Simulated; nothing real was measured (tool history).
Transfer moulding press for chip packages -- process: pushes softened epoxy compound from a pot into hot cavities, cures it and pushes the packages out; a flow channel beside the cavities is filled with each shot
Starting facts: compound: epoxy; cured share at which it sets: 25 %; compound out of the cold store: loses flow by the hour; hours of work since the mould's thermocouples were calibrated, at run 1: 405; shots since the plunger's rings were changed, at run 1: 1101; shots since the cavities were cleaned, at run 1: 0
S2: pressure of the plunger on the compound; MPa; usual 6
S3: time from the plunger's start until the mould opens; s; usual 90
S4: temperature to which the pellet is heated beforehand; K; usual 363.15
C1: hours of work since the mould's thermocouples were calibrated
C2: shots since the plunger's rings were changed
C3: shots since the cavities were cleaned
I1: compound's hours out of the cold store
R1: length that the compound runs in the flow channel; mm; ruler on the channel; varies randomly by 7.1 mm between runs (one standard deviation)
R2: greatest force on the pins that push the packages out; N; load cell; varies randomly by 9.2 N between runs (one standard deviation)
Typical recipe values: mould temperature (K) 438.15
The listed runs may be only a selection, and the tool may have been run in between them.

Run 1, hour 0: usual settings; C1 405; C2 1101; C3 0; I1 45.3. Result: R1 734 mm, R2 399 N.
Run 2, hour 14.9: usual settings; C1 412; C2 1240; C3 139; I1 12.3. Result: R1 834 mm, R2 424 N.
Run 3, hour 28.9: usual settings; C1 419; C2 1370; C3 269; I1 32.9. Result: R1 759 mm, R2 415 N.
Run 4, hour 56: usual settings; C1 432; C2 1623; C3 522; I1 29.9. Result: R1 773 mm, R2 414 N.
Run 5, hour 74.6: usual settings; C1 441; C2 1796; C3 695; I1 11.9. Result: R1 837 mm, R2 427 N.
Run 6, hour 94.9: usual settings; C1 451; C2 1986; C3 885; I1 42. Result: R1 739 mm, R2 399 N.
At hour 101: cavities cleaned with cleaning compound and waxed.
Run 7, hour 120.2: usual settings; C1 462; C2 2208; C3 180; I1 20.3. Result: R1 801 mm, R2 428 N.
Run 8, hour 138.4: usual settings; C1 471; C2 2378; C3 350; I1 12.1. Result: R1 829 mm, R2 420 N.
Run 9, hour 155.8: usual settings but S3 94 s; C1 479; C2 2540; C3 512; I1 11.8. Result: R1 837 mm, R2 412 N.
Run 10, hour 166.9: usual settings but S3 94 s; C1 485; C2 2643; C3 615; I1 30. Result: R1 776 mm, R2 400 N.
Run 11, hour 194.3: usual settings but S3 94 s; C1 498; C2 2899; C3 871; I1 23.7. Result: R1 795 mm, R2 387 N.
At hour 202.5: cavities cleaned with cleaning compound and waxed.
Run 12, hour 215.7: usual settings but S3 94 s; C1 507; C2 3084; C3 123; I1 44.4. Result: R1 719 mm, R2 391 N.
Run 13, hour 238.8: usual settings but S3 94 s; C1 519; C2 3300; C3 339; I1 34.2. Result: R1 761 mm, R2 376 N.
Run 14, hour 255.3: usual settings; C1 526; C2 3453; C3 492; I1 44.1. Result: R1 720 mm, R2 401 N.
Run 15, hour 278.2: usual settings but mould temperature (K) 441.15, S2 4.99 MPa, S3 109 s, S4 373.15 K; C1 537; C2 3666; C3 705; I1 41.6. Result: R1 662 mm, R2 348 N.
Run 16, hour 292.5: usual settings but S4 360.15 K; C1 544; C2 3800; C3 839; I1 24.5. Result: R1 801 mm, R2 423 N.
At hour 304: cavities cleaned with cleaning compound and waxed.
At hour 320.9: plunger's sealing rings changed.
Run 17, hour 322.8: usual settings but S4 360.15 K; C1 557; C2 17; C3 151; I1 43.6. Result: R1 743 mm, R2 418 N.
Run 18, hour 342.4: usual settings but mould temperature (K) 440.15, S4 360.15 K; C1 567; C2 201; C3 335; I1 10. Result: R1 850 mm, R2 390 N.
Run 19, hour 360.9: usual settings but S2 6.9 MPa, S4 367.15 K; C1 575; C2 373; C3 507; I1 19. Result: R1 878 mm, R2 415 N.
Run 20, hour 385.6: usual settings but mould temperature (K) 444.15, S2 6.9 MPa, S4 373.15 K; C1 587; C2 603; C3 737; I1 40.8. Result: R1 774 mm, R2 340 N.
At hour 406.2: cavities cleaned with cleaning compound and waxed.
Run 21, hour 408.2: usual settings but mould temperature (K) 444.15, S2 6.9 MPa, S4 373.15 K; C1 597; C2 799; C3 18; I1 34.9. Result: R1 804 mm, R2 333 N.
Run 22, hour 428: usual settings but mould temperature (K) 444.15, S2 6.9 MPa, S4 373.15 K; C1 607; C2 985; C3 204; I1 41.9. Result: R1 772 mm, R2 350 N.

What does the tool deliver on the next run?
Run 23, hour 449: usual settings but mould temperature (K) 434.15, S2 7.12 MPa, S3 91 s, S4 359.15 K; C1 617; C2 1180; C3 399; I1 19.2. Result: R1 ?, R2 ?.

R1: 904 mm
R2: 539 N
If the tool had no hidden condition, the same run with the same run-to-run variation would have returned R1 904 mm, R2 537 N.

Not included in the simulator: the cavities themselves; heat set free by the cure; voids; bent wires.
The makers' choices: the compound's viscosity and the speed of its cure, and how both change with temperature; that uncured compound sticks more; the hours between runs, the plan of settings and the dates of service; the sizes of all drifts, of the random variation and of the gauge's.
